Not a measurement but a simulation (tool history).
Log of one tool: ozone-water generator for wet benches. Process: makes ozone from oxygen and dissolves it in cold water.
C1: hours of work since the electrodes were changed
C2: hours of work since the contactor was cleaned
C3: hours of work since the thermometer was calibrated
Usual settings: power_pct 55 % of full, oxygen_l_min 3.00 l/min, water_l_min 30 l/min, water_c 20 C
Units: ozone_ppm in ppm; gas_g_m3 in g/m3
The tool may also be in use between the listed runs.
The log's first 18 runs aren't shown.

run 19 hour=964.7 | power_pct=94 oxygen_l_min=2.72 water_l_min=30 water_c=20 | C1=2058 C2=4996 C3=3560 | ozone_ppm=10.91 gas_g_m3=198.1
run 20 hour=997.6 | power_pct=94 oxygen_l_min=2.72 water_l_min=30 water_c=20 | C1=2079 C2=5017 C3=3580 | ozone_ppm=11.03 gas_g_m3=196.3
run 21 hour=1040.2 | power_pct=60 oxygen_l_min=3.00 water_l_min=31 water_c=20 | C1=2106 C2=5044 C3=3608 | ozone_ppm=8.00 gas_g_m3=136.8
run 22 hour=1086.2 | power_pct=60 oxygen_l_min=1.52 water_l_min=19 water_c=20 | C1=2135 C2=5073 C3=3637 | ozone_ppm=11.99 gas_g_m3=218.5
run 23 hour=1128.4 | power_pct=71 oxygen_l_min=1.80 water_l_min=44 water_c=21 | C1=2162 C2=5100 C3=3664 | ozone_ppm=5.69 gas_g_m3=219.9
run 24 hour=1185.3 | power_pct=71 oxygen_l_min=1.80 water_l_min=44 water_c=21 | C1=2198 C2=5136 C3=3700 | ozone_ppm=5.63 gas_g_m3=215.4
run 25 hour=1251.9 | power_pct=74 oxygen_l_min=4.96 water_l_min=30 water_c=20 | C1=2240 C2=5179 C3=3742 | ozone_ppm=9.57 gas_g_m3=111.6
run 26 hour=1295.3 | power_pct=74 oxygen_l_min=4.96 water_l_min=30 water_c=20 | C1=2268 C2=5206 C3=3770 | ozone_ppm=9.52 gas_g_m3=112.1
run 27 hour=1341.6 | power_pct=58 oxygen_l_min=4.96 water_l_min=21 water_c=20 | C1=2297 C2=5236 C3=3799 | ozone_ppm=10.92 gas_g_m3=96.2
run 28 hour=1379.0 | power_pct=58 oxygen_l_min=4.35 water_l_min=45 water_c=20 | C1=2321 C2=5259 C3=3823 | ozone_ppm=5.55 gas_g_m3=105.4
run 29 hour=1438.7 | power_pct=55 oxygen_l_min=1.78 water_l_min=30 water_c=12 | C1=2359 C2=5297 C3=3861 | ozone_ppm=7.54 gas_g_m3=186.1
run 30 hour=1511.1 | power_pct=88 oxygen_l_min=3.00 water_l_min=22 water_c=20 | C1=2405 C2=5343 C3=3907 | ozone_ppm=13.96 gas_g_m3=177.1
run 31 hour=1544.9 | power_pct=78 oxygen_l_min=4.47 water_l_min=43 water_c=20 | C1=2426 C2=5365 C3=3928 | ozone_ppm=7.01 gas_g_m3=124.8

Forecast each of these 5 alternatives for the next run:
run A hour=1594.3 | power_pct=78 oxygen_l_min=2.44 water_l_min=27 water_c=20 | C1=2458 C2=5396 C3=3960 | ozone_ppm=? gas_g_m3=?
run B hour=1594.3 | power_pct=89 oxygen_l_min=2.41 water_l_min=30 water_c=17 | C1=2458 C2=5396 C3=3960 | ozone_ppm=? gas_g_m3=?
run C hour=1594.3 | power_pct=55 oxygen_l_min=3.00 water_l_min=27 water_c=17 | C1=2458 C2=5396 C3=3960 | ozone_ppm=? gas_g_m3=?
run D hour=1594.3 | power_pct=50 oxygen_l_min=4.47 water_l_min=24 water_c=23 | C1=2458 C2=5396 C3=3960 | ozone_ppm=? gas_g_m3=?
run E hour=1594.3 | power_pct=55 oxygen_l_min=2.80 water_l_min=29 water_c=26 | C1=2458 C2=5396 C3=3960 | ozone_ppm=? gas_g_m3=?

run=A ozone_ppm=10.57 gas_g_m3=187.3
run=B ozone_ppm=10.57 gas_g_m3=206.0
run=C ozone_ppm=8.76 gas_g_m3=130.7
run=D ozone_ppm=8.56 gas_g_m3=93.6
run=E ozone_ppm=7.60 gas_g_m3=137.7
Without the tool's hidden state the same runs would have given:
run=A ozone_ppm=11.47 gas_g_m3=194.3
run=B ozone_ppm=11.54 gas_g_m3=214.3
run=C ozone_ppm=9.43 gas_g_m3=134.5
run=D ozone_ppm=9.18 gas_g_m3=96.1
run=E ozone_ppm=8.20 gas_g_m3=141.7
